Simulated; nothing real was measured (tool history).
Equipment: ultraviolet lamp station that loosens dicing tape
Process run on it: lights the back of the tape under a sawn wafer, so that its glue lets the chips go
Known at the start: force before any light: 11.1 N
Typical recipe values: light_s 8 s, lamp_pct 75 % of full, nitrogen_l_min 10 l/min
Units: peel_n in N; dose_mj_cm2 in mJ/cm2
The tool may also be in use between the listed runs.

run   hour  light_s  lamp_pct  nitrogen_l_min  peel_n  dose_mj_cm2
  1    0.0        8        75              10   0.511          313
  2   13.7        8        75              10   0.544          312
  3   21.9        8        75              10   0.507          310
  4   34.6        8        75              10   0.535          313
  5   47.0        8        75              10   0.517          314
  6   57.8        6        75              10   0.979          236
  7   70.7        6        75              10   1.003          236
  8   78.7        8        61               4   1.436          252
  9   93.3        8        99               4   0.544          404
 10  104.7        8        92              11   0.353          378
 11  112.2       12        73               4   0.437          449
 12  122.8        6        87               6   0.996          269
 13  129.4        8        89               7   0.465          370
 14  141.6        8        89               7   0.464          361

Consider 3 possible next runs. They are alternatives, not a sequence: every one starts from the tool as it was left by run 14. What does each give?
  A  155.3       13        72               9       ?            ?
  B  155.3        5        88               4       ?            ?
  C  155.3        8        74               3       ?            ?

run  peel_n  dose_mj_cm2
  A   0.258          475
  B   1.834          226
  C   1.232          298
With no hidden state in the tool, these same runs would have given:
run  peel_n  dose_mj_cm2
  A   0.241          510
  B   1.622          242
  C   1.071          320
